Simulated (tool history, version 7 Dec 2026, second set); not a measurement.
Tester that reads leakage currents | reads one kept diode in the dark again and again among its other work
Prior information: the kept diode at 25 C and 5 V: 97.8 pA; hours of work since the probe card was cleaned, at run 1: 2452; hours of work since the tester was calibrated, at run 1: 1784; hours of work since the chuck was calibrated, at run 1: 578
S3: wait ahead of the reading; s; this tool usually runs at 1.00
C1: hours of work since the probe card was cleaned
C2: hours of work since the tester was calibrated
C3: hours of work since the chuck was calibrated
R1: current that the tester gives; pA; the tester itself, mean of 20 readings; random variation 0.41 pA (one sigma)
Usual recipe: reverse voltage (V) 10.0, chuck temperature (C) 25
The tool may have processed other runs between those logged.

run 1 hour=0.0 | reverse_voltage_(V)=10.0 chuck_temperature_(C)=25 S3=1.00 | C1=2452 C2=1784 C3=578 | R1=133.72
run 2 hour=60.7 | reverse_voltage_(V)=10.0 chuck_temperature_(C)=25 S3=0.36 | C1=2495 C2=1828 C3=622 | R1=139.32
run 3 hour=88.8 | reverse_voltage_(V)=10.0 chuck_temperature_(C)=25 S3=0.52 | C1=2515 C2=1848 C3=642 | R1=136.34
run 4 hour=126.6 | reverse_voltage_(V)=10.0 chuck_temperature_(C)=34 S3=1.00 | C1=2543 C2=1875 C3=669 | R1=276.04
run 5 hour=194.8 | reverse_voltage_(V)=10.0 chuck_temperature_(C)=34 S3=3.25 | C1=2592 C2=1925 C3=718 | R1=270.59
run 6 hour=224.0 | reverse_voltage_(V)=10.0 chuck_temperature_(C)=56 S3=1.00 | C1=2613 C2=1946 C3=739 | R1=1586.78
-- hour=248.3 chuck's temperature calibrated
run 7 hour=285.0 | reverse_voltage_(V)=10.0 chuck_temperature_(C)=56 S3=1.00 | C1=2655 C2=1988 C3=26 | R1=1901.93
run 8 hour=353.1 | reverse_voltage_(V)=10.0 chuck_temperature_(C)=56 S3=1.00 | C1=2704 C2=2037 C3=75 | R1=1877.37
run 9 hour=406.8 | reverse_voltage_(V)=1.3 chuck_temperature_(C)=25 S3=1.00 | C1=2743 C2=2076 C3=114 | R1=55.58
run 10 hour=458.7 | reverse_voltage_(V)=10.0 chuck_temperature_(C)=25 S3=1.00 | C1=2781 C2=2113 C3=152 | R1=154.44
run 11 hour=501.7 | reverse_voltage_(V)=10.0 chuck_temperature_(C)=25 S3=1.00 | C1=2812 C2=2144 C3=183 | R1=153.64
run 12 hour=538.5 | reverse_voltage_(V)=10.0 chuck_temperature_(C)=25 S3=1.00 | C1=2838 C2=2171 C3=209 | R1=152.55
run 13 hour=604.8 | reverse_voltage_(V)=10.0 chuck_temperature_(C)=25 S3=1.00 | C1=2886 C2=2219 C3=257 | R1=151.91
run 14 hour=638.6 | reverse_voltage_(V)=10.0 chuck_temperature_(C)=27 S3=1.00 | C1=2910 C2=2243 C3=281 | R1=177.02
run 15 hour=688.7 | reverse_voltage_(V)=10.0 chuck_temperature_(C)=27 S3=1.00 | C1=2946 C2=2279 C3=317 | R1=175.89
run 16 hour=725.5 | reverse_voltage_(V)=10.0 chuck_temperature_(C)=27 S3=0.52 | C1=2973 C2=2305 C3=344 | R1=177.58
-- hour=732.0 tester calibrated
run 17 hour=781.2 | reverse_voltage_(V)=10.0 chuck_temperature_(C)=24 S3=1.00 | C1=3011 C2=35 C3=383 | R1=138.02
run 18 hour=844.6 | reverse_voltage_(V)=10.0 chuck_temperature_(C)=24 S3=1.00 | C1=3057 C2=81 C3=428 | R1=137.41
run 19 hour=897.9 | reverse_voltage_(V)=10.0 chuck_temperature_(C)=24 S3=1.00 | C1=3096 C2=120 C3=467 | R1=135.88
run 20 hour=942.9 | reverse_voltage_(V)=10.0 chuck_temperature_(C)=24 S3=1.00 | C1=3128 C2=152 C3=499 | R1=135.34
run 21 hour=983.1 | reverse_voltage_(V)=15.2 chuck_temperature_(C)=40 S3=1.00 | C1=3157 C2=181 C3=528 | R1=594.03
run 22 hour=1030.0 | reverse_voltage_(V)=10.1 chuck_temperature_(C)=24 S3=3.27 | C1=3191 C2=215 C3=562 | R1=132.71
run 23 hour=1099.1 | reverse_voltage_(V)=2.2 chuck_temperature_(C)=25 S3=1.58 | C1=3240 C2=264 C3=612 | R1=64.61
-- hour=1105.2 tester calibrated, once more
run 24 hour=1154.8 | reverse_voltage_(V)=2.2 chuck_temperature_(C)=25 S3=1.58 | C1=3279 C2=36 C3=650 | R1=63.38
run 25 hour=1215.5 | reverse_voltage_(V)=8.6 chuck_temperature_(C)=49 S3=1.21 | C1=3323 C2=79 C3=694 | R1=889.70
run 26 hour=1264.9 | reverse_voltage_(V)=1.8 chuck_temperature_(C)=49 S3=1.21 | C1=3359 C2=115 C3=730 | R1=427.82
-- hour=1304.4 chuck's temperature calibrated
run 27 hour=1329.4 | reverse_voltage_(V)=1.3 chuck_temperature_(C)=49 S3=1.21 | C1=3404 C2=160 C3=18 | R1=430.94
run 28 hour=1361.4 | reverse_voltage_(V)=2.9 chuck_temperature_(C)=36 S3=8.05 | C1=3427 C2=183 C3=41 | R1=212.65
run 29 hour=1400.8 | reverse_voltage_(V)=2.9 chuck_temperature_(C)=36 S3=8.05 | C1=3455 C2=212 C3=69 | R1=212.09
run 30 hour=1463.3 | reverse_voltage_(V)=3.8 chuck_temperature_(C)=60 S3=2.87 | C1=3500 C2=257 C3=115 | R1=1598.79
run 31 hour=1497.8 | reverse_voltage_(V)=10.0 chuck_temperature_(C)=25 S3=1.41 | C1=3525 C2=281 C3=139 | R1=158.53
run 32 hour=1535.8 | reverse_voltage_(V)=10.0 chuck_temperature_(C)=25 S3=4.85 | C1=3552 C2=309 C3=167 | R1=155.45
run 33 hour=1584.3 | reverse_voltage_(V)=10.0 chuck_temperature_(C)=25 S3=4.85 | C1=3587 C2=344 C3=202 | R1=155.03
run 34 hour=1650.6 | reverse_voltage_(V)=16.2 chuck_temperature_(C)=20 S3=0.47 | C1=3635 C2=392 C3=249 | R1=152.17
run 35 hour=1701.7 | reverse_voltage_(V)=18.8 chuck_temperature_(C)=25 S3=1.00 | C1=3672 C2=428 C3=286 | R1=222.60
-- hour=1709.5 probe card cleaned and baked
run 36 hour=1732.9 | reverse_voltage_(V)=2.6 chuck_temperature_(C)=27 S3=1.04 | C1=17 C2=449 C3=307 | R1=82.56
run 37 hour=1772.4 | reverse_voltage_(V)=15.6 chuck_temperature_(C)=40 S3=1.30 | C1=45 C2=477 C3=335 | R1=583.39
run 38 hour=1823.1 | reverse_voltage_(V)=4.0 chuck_temperature_(C)=52 S3=0.99 | C1=82 C2=514 C3=372 | R1=838.53
run 39 hour=1882.5 | reverse_voltage_(V)=10.0 chuck_temperature_(C)=25 S3=2.68 | C1=125 C2=556 C3=414 | R1=123.12

Hidden state or all else? Some run-to-run changes of R1, split into what the settings, what came in and random variation would give without the hidden state, and what is left for the hidden state (with any gauge scatter that isn't in both results):
The tool's hidden condition here consists of: stray current of the dirty probe card, pA a volt; current scale over the true one, %; true chuck temperature over the reading, C; drift of the gauge itself on leakage_pa, %.
Run 5 -> 6: chuck temperature (C) 34 -> 56, S3 3.25 -> 1.00. R1 +1316.19 pA: hidden state -241.16, all else +1557.35.
Run 6 -> 7: chuck's temperature calibrated. R1 +315.15 pA: hidden state +309.87, all else +5.28.
Run 8 -> 9: reverse voltage (V) 10.0 -> 1.3, chuck temperature (C) 56 -> 25. R1 -1821.79 pA: hidden state -13.97, all else -1807.82.
Run 24 -> 25: reverse voltage (V) 2.2 -> 8.6, chuck temperature (C) 25 -> 49, S3 1.58 -> 1.21. R1 +826.32 pA: hidden state -110.92, all else +937.24.
Run 29 -> 30: reverse voltage (V) 2.9 -> 3.8, chuck temperature (C) 36 -> 60, S3 8.05 -> 2.87. R1 +1386.70 pA: hidden state -29.17, all else +1415.87.
Run 30 -> 31: reverse voltage (V) 3.8 -> 10.0, chuck temperature (C) 60 -> 25, S3 2.87 -> 1.41. R1 -1440.26 pA: hidden state +46.81, all else -1487.07.

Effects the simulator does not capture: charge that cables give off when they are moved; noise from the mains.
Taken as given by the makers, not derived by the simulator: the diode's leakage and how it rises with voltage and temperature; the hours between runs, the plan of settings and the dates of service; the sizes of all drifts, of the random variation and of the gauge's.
